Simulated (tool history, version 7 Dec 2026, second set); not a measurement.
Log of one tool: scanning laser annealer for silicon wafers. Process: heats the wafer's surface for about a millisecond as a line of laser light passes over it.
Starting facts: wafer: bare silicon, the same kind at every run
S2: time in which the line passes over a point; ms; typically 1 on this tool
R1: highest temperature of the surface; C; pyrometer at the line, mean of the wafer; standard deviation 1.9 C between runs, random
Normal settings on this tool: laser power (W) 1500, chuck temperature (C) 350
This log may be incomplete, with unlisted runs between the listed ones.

{"run": 1, "hour": 0.0, "laser power (W)": 1500, "S2": 1, "chuck temperature (C)": 350, "R1": 1117}
{"run": 2, "hour": 11.6, "laser power (W)": 1288, "S2": 1, "chuck temperature (C)": 350, "R1": 989}
{"run": 3, "hour": 18.9, "laser power (W)": 1500, "S2": 1, "chuck temperature (C)": 382, "R1": 1147}
{"run": 4, "hour": 29.4, "laser power (W)": 1500, "S2": 1, "chuck temperature (C)": 382, "R1": 1154}
{"run": 5, "hour": 36.6, "laser power (W)": 1500, "S2": 1, "chuck temperature (C)": 382, "R1": 1151}
{"run": 6, "hour": 47.2, "laser power (W)": 1500, "S2": 1, "chuck temperature (C)": 382, "R1": 1147}
{"run": 7, "hour": 57.2, "laser power (W)": 1500, "S2": 1, "chuck temperature (C)": 350, "R1": 1120}
{"run": 8, "hour": 67.4, "laser power (W)": 1500, "S2": 1.17, "chuck temperature (C)": 350, "R1": 1169}
{"run": 9, "hour": 74.1, "laser power (W)": 1500, "S2": 1.17, "chuck temperature (C)": 350, "R1": 1169}
{"run": 10, "hour": 81.3, "laser power (W)": 1541, "S2": 1, "chuck temperature (C)": 350, "R1": 1144}
{"run": 11, "hour": 91.9, "laser power (W)": 1642, "S2": 1, "chuck temperature (C)": 350, "R1": 1206}
{"run": 12, "hour": 97.3, "laser power (W)": 1500, "S2": 1, "chuck temperature (C)": 350, "R1": 1113}
{"run": 13, "hour": 103.1, "laser power (W)": 1500, "S2": 1, "chuck temperature (C)": 350, "R1": 1117}
{"run": 14, "hour": 113.9, "laser power (W)": 1500, "S2": 1, "chuck temperature (C)": 350, "R1": 1119}
{"run": 15, "hour": 119.6, "laser power (W)": 1500, "S2": 1, "chuck temperature (C)": 350, "R1": 1113}
{"run": 16, "hour": 130.2, "laser power (W)": 1500, "S2": 1, "chuck temperature (C)": 350, "R1": 1112}
{"run": 17, "hour": 140.4, "laser power (W)": 1500, "S2": 1.22, "chuck temperature (C)": 350, "R1": 1183}
{"run": 18, "hour": 149.5, "laser power (W)": 1500, "S2": 1, "chuck temperature (C)": 386, "R1": 1151}
{"run": 19, "hour": 159.9, "laser power (W)": 1562, "S2": 1, "chuck temperature (C)": 386, "R1": 1188}
{"run": 20, "hour": 169.0, "laser power (W)": 1500, "S2": 0.82, "chuck temperature (C)": 350, "R1": 1054}
{"run": 21, "hour": 180.0, "laser power (W)": 1500, "S2": 0.82, "chuck temperature (C)": 350, "R1": 1050}
{"run": 22, "hour": 190.5, "laser power (W)": 1500, "S2": 1.24, "chuck temperature (C)": 339, "R1": 1177}
{"run": 23, "hour": 202.1, "laser power (W)": 1575, "S2": 1.08, "chuck temperature (C)": 339, "R1": 1179}
{"run": 24, "hour": 209.3, "laser power (W)": 1351, "S2": 1.22, "chuck temperature (C)": 365, "R1": 1092}
{"hour": 213.2, "done": "window over the wafer cleaned"}
{"run": 25, "hour": 217.0, "laser power (W)": 1484, "S2": 1, "chuck temperature (C)": 350, "R1": 1116}
{"run": 26, "hour": 222.5, "laser power (W)": 1484, "S2": 1, "chuck temperature (C)": 350, "R1": 1116}
{"run": 27, "hour": 227.7, "laser power (W)": 1484, "S2": 1, "chuck temperature (C)": 350, "R1": 1120}
{"run": 28, "hour": 235.1, "laser power (W)": 1500, "S2": 1, "chuck temperature (C)": 385, "R1": 1163}
{"run": 29, "hour": 244.6, "laser power (W)": 1500, "S2": 0.88, "chuck temperature (C)": 349, "R1": 1085}
{"run": 30, "hour": 251.0, "laser power (W)": 1500, "S2": 1, "chuck temperature (C)": 318, "R1": 1098}
{"run": 31, "hour": 259.8, "laser power (W)": 1544, "S2": 1.14, "chuck temperature (C)": 350, "R1": 1205}
{"run": 32, "hour": 265.9, "laser power (W)": 1544, "S2": 1.14, "chuck temperature (C)": 350, "R1": 1196}
{"run": 33, "hour": 275.8, "laser power (W)": 1290, "S2": 0.82, "chuck temperature (C)": 363, "R1": 954}
{"run": 34, "hour": 286.2, "laser power (W)": 1393, "S2": 1, "chuck temperature (C)": 319, "R1": 1026}
{"run": 35, "hour": 293.4, "laser power (W)": 1524, "S2": 1, "chuck temperature (C)": 319, "R1": 1109}
{"run": 36, "hour": 300.4, "laser power (W)": 1524, "S2": 1, "chuck temperature (C)": 319, "R1": 1109}
{"run": 37, "hour": 309.6, "laser power (W)": 1524, "S2": 1, "chuck temperature (C)": 319, "R1": 1114}
{"run": 38, "hour": 316.9, "laser power (W)": 1317, "S2": 1, "chuck temperature (C)": 322, "R1": 986}
{"run": 39, "hour": 322.2, "laser power (W)": 1610, "S2": 1, "chuck temperature (C)": 356, "R1": 1200}
{"run": 40, "hour": 327.8, "laser power (W)": 1610, "S2": 1, "chuck temperature (C)": 356, "R1": 1201}

4 options for the next run, each taken on its own from the tool as it stands now. Forecast them:
{"run": "A", "hour": 337.9, "laser power (W)": 1587, "S2": 1, "chuck temperature (C)": 356, "R1": "?"}
{"run": "B", "hour": 337.9, "laser power (W)": 1490, "S2": 1, "chuck temperature (C)": 344, "R1": "?"}
{"run": "C", "hour": 337.9, "laser power (W)": 1477, "S2": 0.73, "chuck temperature (C)": 326, "R1": "?"}
{"run": "D", "hour": 337.9, "laser power (W)": 1574, "S2": 1.22, "chuck temperature (C)": 387, "R1": "?"}

run=A R1=1187
run=B R1=1115
run=C R1=990
run=D R1=1280
Had the tool no hidden state, the same runs would have come out as:
run=A R1=1208
run=B R1=1134
run=C R1=1007
run=D R1=1302
